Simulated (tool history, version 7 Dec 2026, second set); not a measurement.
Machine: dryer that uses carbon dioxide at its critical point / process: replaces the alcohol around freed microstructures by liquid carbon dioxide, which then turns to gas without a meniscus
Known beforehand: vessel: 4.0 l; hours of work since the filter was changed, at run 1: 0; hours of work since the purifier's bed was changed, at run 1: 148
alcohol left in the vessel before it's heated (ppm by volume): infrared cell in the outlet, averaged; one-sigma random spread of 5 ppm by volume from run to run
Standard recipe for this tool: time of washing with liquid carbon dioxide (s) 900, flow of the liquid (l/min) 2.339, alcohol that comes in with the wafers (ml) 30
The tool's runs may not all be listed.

run	hour	time of washing with liquid carbon dioxide (s)	flow of the liquid (l/min)	alcohol that comes in with the wafers (ml)	hours of work since the filter was changed	hours of work since the purifier's bed was changed	alcohol left in the vessel before it's heated (ppm by volume)
1	0.0	900	2.339	30	0	148	39
2	26.5	1140	2.339	30	12	160	41
3	46.4	1140	2.339	30	21	169	42
4	68.6	1140	2.339	30	30	179	48
5	94.2	1140	2.339	30	42	190	48
6	122.6	1140	2.339	30	54	203	37
7	140.0	900	2.339	30	62	211	61
8	159.5	900	2.339	30	71	219	60
9	183.0	900	2.339	30	81	230	76
10	204.8	900	2.339	30	91	239	75
11	221.3	900	2.339	30	98	247	71
12	252.4	900	2.339	30	112	260	79
13	280.1	900	2.339	117	124	273	113
14	296.3	900	2.339	117	132	280	118
15	311.0	900	2.339	117	138	286	127
16	334.0	900	2.339	117	148	297	129
17	352.6	900	2.339	79	157	305	121
# hour 369.7: inlet filter changed
18	376.4	900	2.339	30	3	315	85
19	400.3	900	2.339	30	14	326	76
20	414.8	900	2.339	30	20	332	87
21	439.9	900	2.339	30	31	343	93
22	462.4	900	2.339	30	41	353	83
23	485.5	900	2.339	30	51	364	90
24	513.7	900	2.339	49	64	376	107
25	537.7	540	1.850	56	75	387	767
26	565.3	1140	1.850	93	87	399	119
27	579.6	1140	1.850	93	93	405	131
28	597.0	1140	1.850	93	101	413	138
29	614.5	540	1.490	73	109	421	1764
30	637.8	540	2.570	64	119	431	355
31	655.8	540	2.570	64	127	439	358
32	675.3	540	3.400	37	136	448	136
33	700.8	540	2.940	37	147	459	175
34	714.2	660	2.080	119	153	465	659
# hour 740.4: inlet filter changed
35	741.1	660	2.080	119	0	477	469
36	756.1	780	2.080	119	7	483	283
37	787.6	780	2.080	119	21	497	284
38	810.4	1440	3.680	55	31	507	104
39	824.7	660	3.680	55	37	514	110
40	845.6	1140	2.800	30	47	523	109
41	867.8	1140	2.590	52	57	533	109
42	890.8	1080	1.580	34	67	543	165
43	911.4	900	2.339	92	76	552	148
44	943.7	900	2.339	26	90	567	124

What does the tool deliver on the next run?
45	968.6	900	2.339	26	101	578	?

alcohol left in the vessel before it's heated (ppm by volume): 126
If the tool had no hidden condition, the same run with the same run-to-run variation would have returned alcohol left in the vessel before it's heated (ppm by volume) 10.

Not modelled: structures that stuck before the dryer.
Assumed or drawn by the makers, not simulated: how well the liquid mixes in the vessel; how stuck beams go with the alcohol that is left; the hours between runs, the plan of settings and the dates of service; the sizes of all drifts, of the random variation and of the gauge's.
